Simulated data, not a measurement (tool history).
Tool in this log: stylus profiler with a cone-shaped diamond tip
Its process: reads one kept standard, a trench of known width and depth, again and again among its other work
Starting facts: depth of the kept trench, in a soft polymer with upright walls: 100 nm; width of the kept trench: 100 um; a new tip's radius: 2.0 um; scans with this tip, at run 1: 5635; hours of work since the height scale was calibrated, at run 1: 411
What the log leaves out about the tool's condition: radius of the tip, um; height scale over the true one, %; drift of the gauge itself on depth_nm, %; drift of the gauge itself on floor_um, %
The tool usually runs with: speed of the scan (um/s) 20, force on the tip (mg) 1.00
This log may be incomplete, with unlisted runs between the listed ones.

| run | hour | speed of the scan (um/s) | force on the tip (mg) | scans with this tip | hours of work since the height scale was calibrated | depth of the trench (Å) | width of the trench's floor (nm) |
|---|---|---|---|---|---|---|---|
| 1 | 0.0 | 20 | 1.00 | 5635 | 411 | 1008.9 | 98690 |
| 2 | 57.0 | 20 | 0.89 | 5954 | 435 | 1008.1 | 98690 |
| 3 | 85.6 | 20 | 0.89 | 6115 | 446 | 1008.2 | 98700 |
| 4 | 116.2 | 20 | 0.89 | 6286 | 459 | 1008.3 | 98690 |
| 5 | 161.6 | 20 | 0.89 | 6541 | 478 | 1008.0 | 98600 |
| 6 | 226.1 | 22 | 1.00 | 6903 | 504 | 1008.9 | 98640 |
| 7 | 276.1 | 22 | 1.00 | 7183 | 524 | 1008.6 | 98690 |
| 8 | 307.6 | 22 | 1.36 | 7360 | 537 | 1010.8 | 98680 |
| 9 | 369.0 | 22 | 1.36 | 7704 | 562 | 1011.0 | 98680 |
| 10 | 402.8 | 22 | 1.36 | 7894 | 576 | 1010.8 | 98670 |
| 11 | 469.0 | 22 | 1.36 | 8265 | 603 | 1010.7 | 98630 |
| 12 | 512.1 | 22 | 1.36 | 8506 | 621 | 1010.8 | 98700 |
| 13 | 572.2 | 22 | 1.36 | 8844 | 646 | 1011.0 | 98670 |
| 14 | 607.5 | 22 | 1.36 | 9041 | 660 | 1011.1 | 98660 |
| 15 | 635.1 | 52 | 1.36 | 9196 | 671 | 1010.9 | 98550 |
| 16 | 682.4 | 20 | 1.03 | 9461 | 691 | 1009.1 | 98620 |
| 17 | 721.6 | 20 | 1.03 | 9681 | 707 | 1008.9 | 98670 |
|  | 730.6 | new tip fitted, height scale calibrated |
| 18 | 770.6 | 20 | 1.03 | 224 | 16 | 1009.3 | 98690 |
| 19 | 808.5 | 20 | 1.03 | 437 | 32 | 1009.3 | 98670 |
| 20 | 856.5 | 20 | 0.93 | 706 | 52 | 1008.4 | 98730 |
| 21 | 889.4 | 20 | 0.93 | 890 | 65 | 1008.6 | 98700 |
| 22 | 936.8 | 20 | 0.93 | 1156 | 84 | 1008.7 | 98700 |
| 23 | 989.9 | 20 | 0.93 | 1454 | 106 | 1008.8 | 98620 |
| 24 | 1040.8 | 20 | 0.50 | 1739 | 127 | 1005.7 | 98680 |
| 25 | 1082.4 | 11 | 2.49 | 1972 | 144 | 1016.5 | 98770 |
| 26 | 1127.4 | 17 | 1.03 | 2225 | 162 | 1009.0 | 98660 |
| 27 | 1165.4 | 17 | 1.03 | 2438 | 178 | 1009.1 | 98700 |
| 28 | 1229.9 | 6 | 0.41 | 2799 | 204 | 1004.7 | 98720 |
| 29 | 1295.6 | 7 | 0.57 | 3168 | 231 | 1006.2 | 98730 |
| 30 | 1341.7 | 7 | 0.60 | 3426 | 250 | 1006.2 | 98730 |
| 31 | 1383.9 | 7 | 0.60 | 3663 | 267 | 1006.0 | 98770 |
| 32 | 1443.9 | 7 | 0.60 | 3999 | 292 | 1006.2 | 98780 |
| 33 | 1486.7 | 10 | 0.42 | 4240 | 310 | 1005.0 | 98730 |
| 34 | 1531.4 | 32 | 1.11 | 4490 | 328 | 1009.7 | 98680 |
| 35 | 1575.0 | 20 | 0.76 | 4735 | 346 | 1007.6 | 98660 |
| 36 | 1642.1 | 41 | 1.00 | 5111 | 373 | 1008.8 | 98630 |
| 37 | 1698.2 | 42 | 2.15 | 5426 | 396 | 1014.9 | 98620 |
| 38 | 1737.6 | 61 | 1.89 | 5647 | 412 | 1014.0 | 98630 |
| 39 | 1796.2 | 65 | 0.34 | 5975 | 436 | 1004.3 | 98410 |
| 40 | 1842.3 | 65 | 0.34 | 6234 | 455 | 1004.2 | 98420 |
| 41 | 1884.7 | 9 | 0.41 | 6472 | 473 | 1004.9 | 98680 |
| 42 | 1949.2 | 79 | 1.30 | 6833 | 499 | 1010.7 | 98530 |
| 43 | 1996.4 | 22 | 1.54 | 7098 | 518 | 1011.9 | 98610 |
| 44 | 2024.3 | 12 | 1.52 | 7254 | 530 | 1011.8 | 98690 |
| 45 | 2053.5 | 20 | 2.77 | 7418 | 542 | 1017.5 | 98720 |
| 46 | 2112.3 | 45 | 0.75 | 7748 | 566 | 1007.5 | 98590 |

What if the next run were any one of these 5? Each begins from the tool's condition after run 46:
| A | 2149.6 | 24 | 0.41 | 7957 | 581 | ? | ? |
| B | 2149.6 | 45 | 0.89 | 7957 | 581 | ? | ? |
| C | 2149.6 | 24 | 0.75 | 7957 | 581 | ? | ? |
| D | 2149.6 | 45 | 1.46 | 7957 | 581 | ? | ? |
| E | 2149.6 | 8 | 1.00 | 7957 | 581 | ? | ? |

| run | depth of the trench (Å) | width of the trench's floor (nm) |
|---|---|---|
| A | 1004.8 | 98630 |
| B | 1008.3 | 98590 |
| C | 1007.3 | 98640 |
| D | 1011.4 | 98630 |
| E | 1009.0 | 98680 |
Take away the tool's hidden state, keep each run's random variation, and the runs would have read:
| run | depth of the trench (Å) | width of the trench's floor (nm) |
|---|---|---|
| A | 1004.8 | 98640 |
| B | 1008.3 | 98600 |
| C | 1007.3 | 98650 |
| D | 1011.4 | 98640 |
| E | 1009.0 | 98690 |

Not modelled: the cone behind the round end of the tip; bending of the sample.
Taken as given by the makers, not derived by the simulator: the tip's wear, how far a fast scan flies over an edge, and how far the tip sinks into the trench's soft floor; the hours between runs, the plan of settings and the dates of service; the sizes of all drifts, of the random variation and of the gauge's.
